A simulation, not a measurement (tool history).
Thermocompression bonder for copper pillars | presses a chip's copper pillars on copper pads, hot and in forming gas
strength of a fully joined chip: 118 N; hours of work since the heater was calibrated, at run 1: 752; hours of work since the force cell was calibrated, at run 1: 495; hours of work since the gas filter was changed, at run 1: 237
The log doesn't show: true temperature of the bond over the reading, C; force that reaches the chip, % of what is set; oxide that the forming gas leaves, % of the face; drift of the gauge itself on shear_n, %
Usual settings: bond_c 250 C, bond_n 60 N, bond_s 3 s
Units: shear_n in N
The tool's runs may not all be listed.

run   hour  bond_c  bond_n  bond_s  hours of work since the heater was calibrated  hours of work since the force cell was calibrated  hours of work since the gas filter was changed  shear_n
  1      0     250      60       3                                            752                                                495                                             237     42.5
      14.2  -- forming gas filter changed
  2   20.3     250      60       3                                            765                                                507                                               4     42.7
  3   39.7     250      60       3                                            777                                                520                                              17     43.1
  4   66.7     250      85       3                                            795                                                538                                              34     51.9
  5   94.8     250      85       3                                            813                                                556                                              52     52.3
  6  132.6     250      79       3                                            838                                                581                                              77       50
  7  157.1     250      45       3                                            854                                                596                                              93     35.9
  8  183.3     250      45       3                                            871                                                614                                             110     35.7
  9  214.7     250      60       3                                            891                                                634                                             131       43
 10  232.3     251      60       2                                            903                                                645                                             142     36.9
 11  267.4     276      44       3                                            925                                                668                                             165     54.2
 12  291.3     264      52       2                                            941                                                684                                             180     42.5
 13  325.4     250      37       3                                            963                                                706                                             203     31.6
 14  341.6     244      59       3                                            974                                                717                                             213     38.2
 15  357.4     244      59       3                                            984                                                727                                             223     38.4

Forecast each of these 3 alternatives for the next run:
     390.2  -- forming gas filter changed
  A  393.4     278      59       4                                           1007                                                750                                               2        ?
     390.2  -- forming gas filter changed
  B  393.4     225      48       4                                           1007                                                750                                               2        ?
     390.2  -- forming gas filter changed
  C  393.4     230      44       2                                           1007                                                750                                               2        ?

run  shear_n
  A     72.1
  B     25.9
  C     20.1
Without the tool's hidden state the same runs would have given:
run  shear_n
  A     70.7
  B     25.3
  C     19.6

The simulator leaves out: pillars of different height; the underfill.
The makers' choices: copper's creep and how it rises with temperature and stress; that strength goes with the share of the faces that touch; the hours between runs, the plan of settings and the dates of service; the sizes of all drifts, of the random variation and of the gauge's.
